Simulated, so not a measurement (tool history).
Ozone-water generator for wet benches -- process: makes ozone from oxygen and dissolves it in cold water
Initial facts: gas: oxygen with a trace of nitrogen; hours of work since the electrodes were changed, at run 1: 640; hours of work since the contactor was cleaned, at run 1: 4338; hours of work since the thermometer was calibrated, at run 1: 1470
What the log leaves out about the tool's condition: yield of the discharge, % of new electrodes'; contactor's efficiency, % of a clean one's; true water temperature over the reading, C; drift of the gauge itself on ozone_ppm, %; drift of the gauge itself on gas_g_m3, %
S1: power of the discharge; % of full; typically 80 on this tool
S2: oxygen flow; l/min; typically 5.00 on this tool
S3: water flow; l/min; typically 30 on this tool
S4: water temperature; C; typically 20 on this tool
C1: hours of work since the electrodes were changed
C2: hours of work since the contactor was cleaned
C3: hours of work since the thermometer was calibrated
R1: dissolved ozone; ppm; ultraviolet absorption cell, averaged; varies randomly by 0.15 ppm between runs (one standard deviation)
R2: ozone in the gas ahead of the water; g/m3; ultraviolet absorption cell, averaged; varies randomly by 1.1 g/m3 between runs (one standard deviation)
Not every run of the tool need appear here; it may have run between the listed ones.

Run 1, hour 0.0: usual settings; C1 640; C2 4338; C3 1470. Result: R1 17.6 ppm, R2 189.8 g/m3.
Run 2, hour 28.2: usual settings but S2 4.64 l/min; C1 668; C2 4366; C3 1498. Result: R1 17.2 ppm, R2 199.7 g/m3.
Run 3, hour 77.9: usual settings but S2 4.64 l/min; C1 717; C2 4415; C3 1547. Result: R1 17.2 ppm, R2 199.5 g/m3.
Run 4, hour 120.6: usual settings but S2 4.64 l/min; C1 759; C2 4457; C3 1589. Result: R1 17.4 ppm, R2 198.7 g/m3.
Run 5, hour 164.1: usual settings but S4 12 C; C1 802; C2 4500; C3 1633. Result: R1 18.9 ppm, R2 188.3 g/m3.
Run 6, hour 198.6: usual settings but S4 12 C; C1 837; C2 4534; C3 1667. Result: R1 18.7 ppm, R2 189.6 g/m3.
Run 7, hour 235.2: usual settings but S4 12 C; C1 873; C2 4571; C3 1703. Result: R1 18.6 ppm, R2 189.1 g/m3.
Run 8, hour 259.9: usual settings; C1 897; C2 4595; C3 1727. Result: R1 17.1 ppm, R2 187.9 g/m3.
Run 9, hour 311.7: usual settings; C1 949; C2 4647; C3 1779. Result: R1 17.2 ppm, R2 187.4 g/m3.
Run 10, hour 342.6: usual settings but S1 66 % of full; C1 979; C2 4677; C3 1809. Result: R1 14.7 ppm, R2 157.6 g/m3.
Run 11, hour 376.5: usual settings but S1 66 % of full, S2 4.68 l/min; C1 1013; C2 4711; C3 1843. Result: R1 14.7 ppm, R2 168.8 g/m3.
Run 12, hour 400.0: usual settings but S1 66 % of full, S2 4.68 l/min; C1 1036; C2 4734; C3 1866. Result: R1 14.4 ppm, R2 167.4 g/m3.
Run 13, hour 447.4: usual settings but S1 66 % of full, S2 4.68 l/min; C1 1083; C2 4781; C3 1913. Result: R1 14.7 ppm, R2 165.9 g/m3.
Run 14, hour 472.4: usual settings but S1 52 % of full, S2 4.68 l/min; C1 1108; C2 4806; C3 1938. Result: R1 12.1 ppm, R2 137.1 g/m3.
Run 15, hour 517.5: usual settings but S1 52 % of full, S2 4.68 l/min; C1 1153; C2 4851; C3 1983. Result: R1 11.8 ppm, R2 136.2 g/m3.
Run 16, hour 544.4: usual settings; C1 1179; C2 4877; C3 2009. Result: R1 16.9 ppm, R2 186.9 g/m3.
Run 17, hour 598.6: usual settings; C1 1233; C2 4931; C3 2063. Result: R1 16.8 ppm, R2 185.6 g/m3.
Run 18, hour 655.4: usual settings but S1 69 % of full, S2 3.73 l/min; C1 1289; C2 4987; C3 2120. Result: R1 15.2 ppm, R2 200.9 g/m3.
Run 19, hour 683.0: usual settings but S1 73 % of full, S2 3.73 l/min, S3 46 l/min; C1 1317; C2 5014; C3 2147. Result: R1 10.5 ppm, R2 211.1 g/m3.
Run 20, hour 711.5: usual settings but S2 3.34 l/min, S4 21 C; C1 1345; C2 5043; C3 2175. Result: R1 16.7 ppm, R2 245.4 g/m3.
Run 21, hour 768.4: usual settings but S2 2.94 l/min, S4 21 C; C1 1401; C2 5099; C3 2232. Result: R1 16.5 ppm, R2 265.3 g/m3.
Run 22, hour 810.5: usual settings but S1 52 % of full, S2 4.77 l/min, S3 29 l/min; C1 1443; C2 5141; C3 2273. Result: R1 12.1 ppm, R2 133.0 g/m3.
Run 23, hour 848.1: usual settings but S1 55 % of full, S2 4.77 l/min, S3 37 l/min; C1 1480; C2 5178; C3 2311. Result: R1 10.5 ppm, R2 139.9 g/m3.
Run 24, hour 873.4: usual settings but S1 55 % of full, S2 4.77 l/min, S3 40 l/min, S4 27 C; C1 1505; C2 5203; C3 2336. Result: R1 9.1 ppm, R2 141.6 g/m3.
Run 25, hour 928.5: usual settings but S1 55 % of full, S2 4.77 l/min, S3 40 l/min, S4 27 C; C1 1560; C2 5258; C3 2390. Result: R1 8.9 ppm, R2 140.4 g/m3.
Run 26, hour 970.0: usual settings but S3 22 l/min, S4 15 C; C1 1601; C2 5299; C3 2431. Result: R1 22.5 ppm, R2 184.8 g/m3.
Run 27, hour 1017.4: usual settings but S3 22 l/min, S4 15 C; C1 1648; C2 5346; C3 2478. Result: R1 22.6 ppm, R2 182.3 g/m3.
Run 28, hour 1071.8: usual settings but S1 40 % of full, S2 3.95 l/min, S3 22 l/min, S4 15 C; C1 1702; C2 5400; C3 2532. Result: R1 13.0 ppm, R2 121.8 g/m3.
Run 29, hour 1125.2: usual settings but S2 2.68 l/min; C1 1755; C2 5453; C3 2585. Result: R1 16.5 ppm, R2 281.8 g/m3.
Run 30, hour 1153.7: usual settings but S3 43 l/min; C1 1783; C2 5481; C3 2613. Result: R1 12.2 ppm, R2 183.9 g/m3.
Run 31, hour 1209.6: usual settings but S1 89 % of full, S2 3.21 l/min, S3 43 l/min, S4 22 C; C1 1839; C2 5537; C3 2669. Result: R1 12.8 ppm, R2 271.1 g/m3.
Run 32, hour 1241.8: usual settings but S2 4.09 l/min; C1 1871; C2 5568; C3 2701. Result: R1 16.5 ppm, R2 210.6 g/m3.
Run 33, hour 1297.0: usual settings but S2 7.52 l/min, S4 15 C; C1 1925; C2 5623; C3 2755. Result: R1 17.5 ppm, R2 138.2 g/m3.

Consider 4 possible next runs. They are alternatives, not a sequence: every one starts from the tool as it was left by run 33. What does each give?
Run A, hour 1328.0: usual settings but S1 42 % of full, S2 7.52 l/min, S3 40 l/min, S4 25 C; C1 1956; C2 5654; C3 2786. Result: R1 ?, R2 ?.
Run B, hour 1328.0: usual settings but S4 19 C; C1 1956; C2 5654; C3 2786. Result: R1 ?, R2 ?.
Run C, hour 1328.0: usual settings but S4 24 C; C1 1956; C2 5654; C3 2786. Result: R1 ?, R2 ?.
Run D, hour 1328.0: usual settings but S1 43 % of full, S3 19 l/min; C1 1956; C2 5654; C3 2786. Result: R1 ?, R2 ?.

run    R1     R2
  A   7.3   82.7
  B  17.0  182.9
  C  15.9  182.8
  D  14.0  110.5
Without the tool's hidden state the same runs would have given:
run    R1     R2
  A   7.6   84.9
  B  18.1  192.4
  C  17.0  192.3
  D  14.6  113.5

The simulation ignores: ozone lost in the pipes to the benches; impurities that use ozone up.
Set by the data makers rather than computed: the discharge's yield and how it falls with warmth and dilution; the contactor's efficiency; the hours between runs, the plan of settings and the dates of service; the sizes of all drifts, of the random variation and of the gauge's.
